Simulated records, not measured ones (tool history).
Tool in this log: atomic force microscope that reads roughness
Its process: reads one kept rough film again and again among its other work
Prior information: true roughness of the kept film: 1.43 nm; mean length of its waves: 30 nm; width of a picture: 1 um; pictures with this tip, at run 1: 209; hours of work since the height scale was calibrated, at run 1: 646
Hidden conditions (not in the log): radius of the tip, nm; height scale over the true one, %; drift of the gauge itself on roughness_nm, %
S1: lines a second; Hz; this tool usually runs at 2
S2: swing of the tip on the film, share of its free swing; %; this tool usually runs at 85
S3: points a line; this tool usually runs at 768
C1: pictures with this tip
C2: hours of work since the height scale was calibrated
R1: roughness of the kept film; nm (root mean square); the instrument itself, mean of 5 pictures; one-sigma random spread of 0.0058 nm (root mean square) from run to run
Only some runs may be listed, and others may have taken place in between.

run	hour	S1	S2	S3	C1	C2	R1
1	0	2	85	768	209	646	1.066
2	10.4	2	85	768	222	653	1.067
3	23.3	2	85	768	239	662	1.058
4	39.1	2	85	768	259	672	1.074
5	57.4	2	85	768	282	685	1.059
6	74.3	2	85	379	303	696	1.052
7	93.2	2	85	379	327	709	1.06
# hour 101: new tip fitted
8	112.5	2	85	379	15	721	1.062
9	129.1	2	85	379	36	733	1.065
10	143.1	2	85	291	54	742	1.054
11	161.7	2	85	634	77	754	1.063
12	181	1.57	85	768	102	767	1.119
13	202.6	2	85	768	129	782	1.056
14	216.8	2.1	85	768	147	792	1.047
15	234.2	2.1	85	768	169	803	1.055
16	251.9	2.1	85	768	191	815	1.049
17	264.2	1.35	66	764	207	823	1.257
18	282.2	2.15	89	967	230	836	1.001
19	305.7	2.63	67	768	259	851	1.178
20	320.7	2.5	64	768	278	861	1.208
21	335.8	0.62	64	413	297	872	1.299
22	358.3	0.62	64	413	326	887	1.296

The next listed run, before its measurement:
# hour 367.7: new tip fitted
23	369.5	1.61	86	339	2	894	?

{"run 23": {"R1": 1.096}}
Without the tool's hidden state the same run would have given R1 1.096 nm (root mean square).

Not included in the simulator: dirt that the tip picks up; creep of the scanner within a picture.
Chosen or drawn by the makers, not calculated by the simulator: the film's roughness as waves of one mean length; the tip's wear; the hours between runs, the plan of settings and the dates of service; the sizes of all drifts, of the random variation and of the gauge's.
